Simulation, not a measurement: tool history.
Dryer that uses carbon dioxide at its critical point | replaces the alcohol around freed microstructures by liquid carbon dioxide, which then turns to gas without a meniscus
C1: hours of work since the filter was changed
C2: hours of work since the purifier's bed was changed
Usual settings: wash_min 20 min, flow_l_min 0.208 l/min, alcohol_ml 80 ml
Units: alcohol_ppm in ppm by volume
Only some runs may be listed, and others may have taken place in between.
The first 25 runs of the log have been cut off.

Run 26, hour 604.4: usual settings but wash_min 23 min, flow_l_min 0.15 l/min, alcohol_ml 26 ml; C1 270; C2 718. Result: alcohol_ppm 188 ppm by volume.
Run 27, hour 624.2: usual settings but wash_min 23 min, flow_l_min 0.32 l/min, alcohol_ml 31 ml; C1 280; C2 728. Result: alcohol_ppm 64 ppm by volume.
Run 28, hour 640.3: usual settings but wash_min 23 min, flow_l_min 0.32 l/min, alcohol_ml 31 ml; C1 289; C2 737. Result: alcohol_ppm 72 ppm by volume.
Run 29, hour 668.6: usual settings but wash_min 23 min, flow_l_min 0.32 l/min, alcohol_ml 31 ml; C1 304; C2 752. Result: alcohol_ppm 57 ppm by volume.
Run 30, hour 689.7: usual settings but wash_min 23 min, flow_l_min 0.32 l/min, alcohol_ml 31 ml; C1 316; C2 764. Result: alcohol_ppm 67 ppm by volume.
Run 31, hour 721.9: usual settings but wash_min 23 min, flow_l_min 0.32 l/min, alcohol_ml 31 ml; C1 333; C2 781. Result: alcohol_ppm 67 ppm by volume.
Run 32, hour 753.2: usual settings but wash_min 23 min, flow_l_min 0.32 l/min, alcohol_ml 31 ml; C1 350; C2 798. Result: alcohol_ppm 82 ppm by volume.
Run 33, hour 769: usual settings but flow_l_min 0.265 l/min, alcohol_ml 59 ml; C1 359; C2 806. Result: alcohol_ppm 78 ppm by volume.
Run 34, hour 796.8: usual settings but wash_min 27 min, flow_l_min 0.252 l/min, alcohol_ml 97 ml; C1 374; C2 821. Result: alcohol_ppm 73 ppm by volume.
Run 35, hour 828.6: usual settings but wash_min 27 min, flow_l_min 0.252 l/min, alcohol_ml 97 ml; C1 391; C2 839. Result: alcohol_ppm 73 ppm by volume.
Run 36, hour 849.6: usual settings but wash_min 16 min, flow_l_min 0.249 l/min, alcohol_ml 53 ml; C1 402; C2 850. Result: alcohol_ppm 189 ppm by volume.
Run 37, hour 870.1: usual settings but wash_min 16 min, flow_l_min 0.249 l/min, alcohol_ml 53 ml; C1 413; C2 861. Result: alcohol_ppm 185 ppm by volume.
Run 38, hour 886.1: usual settings but wash_min 16 min, flow_l_min 0.249 l/min, alcohol_ml 53 ml; C1 422; C2 870. Result: alcohol_ppm 191 ppm by volume.
Run 39, hour 901.9: usual settings but wash_min 16 min, flow_l_min 0.141 l/min, alcohol_ml 26 ml; C1 430; C2 878. Result: alcohol_ppm 1229 ppm by volume.
Run 40, hour 924.8: usual settings but wash_min 27 min, flow_l_min 0.179 l/min, alcohol_ml 67 ml; C1 443; C2 891. Result: alcohol_ppm 114 ppm by volume.
Run 41, hour 960.5: usual settings but flow_l_min 0.24 l/min, alcohol_ml 36 ml; C1 462; C2 910. Result: alcohol_ppm 111 ppm by volume.
Run 42, hour 986.7: usual settings but wash_min 19 min, flow_l_min 0.347 l/min, alcohol_ml 60 ml; C1 476; C2 924. Result: alcohol_ppm 78 ppm by volume.
Run 43, hour 1017.4: usual settings but flow_l_min 0.223 l/min, alcohol_ml 64 ml; C1 493; C2 941. Result: alcohol_ppm 149 ppm by volume.
Run 44, hour 1034: usual settings but wash_min 32 min, flow_l_min 0.31 l/min, alcohol_ml 78 ml; C1 502; C2 950. Result: alcohol_ppm 85 ppm by volume.
Run 45, hour 1051.8: usual settings but wash_min 14 min, flow_l_min 0.199 l/min, alcohol_ml 41 ml; C1 511; C2 959. Result: alcohol_ppm 902 ppm by volume.
Run 46, hour 1072.6: usual settings but flow_l_min 0.182 l/min, alcohol_ml 24 ml; C1 523; C2 970. Result: alcohol_ppm 192 ppm by volume.

5 options for the next run, each taken on its own from the tool as it stands now. Forecast them:
At hour 1077.9: inlet filter changed.
Run A, hour 1092.3: usual settings but wash_min 15 min, flow_l_min 0.189 l/min, alcohol_ml 66 ml; C1 8; C2 980. Result: alcohol_ppm ?.
At hour 1077.9: inlet filter changed.
Run B, hour 1092.3: usual settings but wash_min 18 min, flow_l_min 0.341 l/min, alcohol_ml 26 ml; C1 8; C2 980. Result: alcohol_ppm ?.
At hour 1077.9: inlet filter changed.
Run C, hour 1092.3: usual settings but flow_l_min 0.29 l/min, alcohol_ml 24 ml; C1 8; C2 980. Result: alcohol_ppm ?.
At hour 1077.9: inlet filter changed.
Run D, hour 1092.3: usual settings but wash_min 16 min, flow_l_min 0.243 l/min, alcohol_ml 46 ml; C1 8; C2 980. Result: alcohol_ppm ?.
At hour 1077.9: inlet filter changed.
Run E, hour 1092.3: usual settings but flow_l_min 0.25 l/min, alcohol_ml 26 ml; C1 8; C2 980. Result: alcohol_ppm ?.

run  alcohol_ppm
  A          636
  B           80
  C           89
  D          140
  E           89
The same runs, with their run-to-run variation unchanged, on a tool lacking any hidden condition would have given:
run  alcohol_ppm
  A          532
  B            3
  C            9
  D           59
  E           10
